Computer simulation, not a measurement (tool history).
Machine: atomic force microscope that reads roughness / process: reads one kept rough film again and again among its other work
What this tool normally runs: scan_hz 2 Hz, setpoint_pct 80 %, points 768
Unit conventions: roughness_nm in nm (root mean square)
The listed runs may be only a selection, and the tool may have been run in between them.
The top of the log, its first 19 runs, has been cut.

run	day	scan_hz	setpoint_pct	points	pictures with this tip	hours of work since the height scale was calibrated	roughness_nm
# day 39.279: height scale calibrated on a step standard
20	40.575	2	67	768	126	14	2.33
# day 42.692: new tip fitted
21	42.933	2	80	604	8	38	2.315
22	45.25	2	80	604	84	62	2.233
# day 46.642: height scale calibrated on a step standard, once more
23	46.888	2	80	604	137	3	2.159
24	48.142	1	80	492	178	16	2.257
# day 48.517: new tip fitted
25	49.879	3.41	83	507	45	34	2.042
26	52.188	3.99	83	918	121	58	1.884
27	54.025	3.62	80	356	181	77	1.916
# day 54.35: new tip fitted
28	55.721	1.69	61	768	45	94	2.489
29	57.6	1.69	61	768	107	114	2.395
30	60.008	2	60	495	186	139	2.282
# day 60.188: new tip fitted
31	62.067	2	60	495	62	160	2.441
32	64.867	2	60	495	154	190	2.326
# day 66.029: new tip fitted
33	67.754	2	60	495	56	220	2.444
34	69.471	2	60	495	113	238	2.358
# day 71.95: new tip fitted
35	72.208	2	60	495	8	266	2.514
36	73.583	2	60	336	53	280	2.427
37	75.721	2	60	336	124	303	2.36
38	77.012	2	63	333	166	316	2.277
# day 77.838: new tip fitted
39	79.058	1.83	78	333	40	337	2.298
40	81.212	1.45	61	973	111	360	2.398
41	83.321	1.45	61	973	180	382	2.303
# day 83.771: new tip fitted
42	85.542	2.07	57	537	58	405	2.485
43	87.342	3.97	57	527	118	424	2.34
44	89.158	1.38	74	539	177	442	2.248

Consider 3 possible next runs. They are alternatives, not a sequence: every one starts from the tool as it was left by run 44. What does each give?
# day 89.667: new tip fitted
A	90.954	1.95	63	988	43	461	?
# day 89.667: new tip fitted
B	90.954	2.65	63	283	43	461	?
# day 89.667: new tip fitted
C	90.954	1.38	74	334	43	461	?

run	roughness_nm
A	2.449
B	2.387
C	2.405
Without the tool's unlogged condition, the same runs would have read:
run	roughness_nm
A	2.517
B	2.452
C	2.471

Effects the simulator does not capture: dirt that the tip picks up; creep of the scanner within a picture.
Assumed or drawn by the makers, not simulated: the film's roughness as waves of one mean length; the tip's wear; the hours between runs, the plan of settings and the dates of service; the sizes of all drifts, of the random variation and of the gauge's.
